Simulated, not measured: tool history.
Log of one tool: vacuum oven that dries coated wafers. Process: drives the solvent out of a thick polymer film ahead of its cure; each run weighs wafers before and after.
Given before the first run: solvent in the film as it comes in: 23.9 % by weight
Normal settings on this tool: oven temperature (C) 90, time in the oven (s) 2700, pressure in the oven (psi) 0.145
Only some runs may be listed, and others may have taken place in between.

run    hour  oven temperature (C)  time in the oven (s)  pressure in the oven (psi)  solvent left in the film (%)
  1       0                    90                  2700                       0.145                          2.95
  2    65.1                    86                  2700                       0.145                          3.88
  3     144                    86                  1380                       0.145                          8.47
  4   214.6                    84                  1380                       0.145                          9.06
  5   259.9                    84                  1380                       0.145                          9.31
  6   295.6                    90                  2700                       0.213                          3.12
        308  -- oven's thermocouples calibrated
  7     346                    90                  2700                       0.145                          2.48
  8   422.8                    90                  2700                       0.145                          2.48
  9   483.2                    90                  2700                       0.145                          2.51
 10   555.5                    90                  2700                       0.145                          2.62
 11   621.6                    90                  2700                       0.145                          2.66
 12   703.6                    90                  2700                       0.145                          2.69
 13     774                    90                  2700                       0.145                          2.61
 14   839.2                    79                  2340                       0.476                          7.61
 15   908.9                    79                  2340                       0.476                          7.66
 16   980.2                    79                  2340                       0.476                          7.54
 17  1042.2                    79                  3420                       0.534                          5.47
 18  1115.9                    79                  3420                       0.534                          5.59
 19  1179.4                    90                  2700                       0.424                          3.29
 20    1250                    98                  3600                       0.145                          0.82
 21  1325.9                    98                  2100                       0.145                          2.22
 22  1388.7                    94                  2100                       0.244                          3.21
       1401  -- vacuum gauge cleaned of residue and calibrated
 23  1426.2                   102                  4500                       0.145                          0.25
 24  1495.2                   100                  2640                       0.299                          1.18

Each row is a separate what-if for the run after 24, all from the same tool condition, not one after another. Results?
  A  1542.1                    89                  2640                        0.47                             ?
  B  1542.1                    75                  1680                       0.299                             ?
  C  1542.1                   104                  2220                       0.299                             ?

run  solvent left in the film (%)
  A                          3.68
  B                         10.84
  C                          1.16
With no hidden state in the tool, these same runs would have given:
run  solvent left in the film (%)
  A                          3.56
  B                         10.68
  C                           1.1
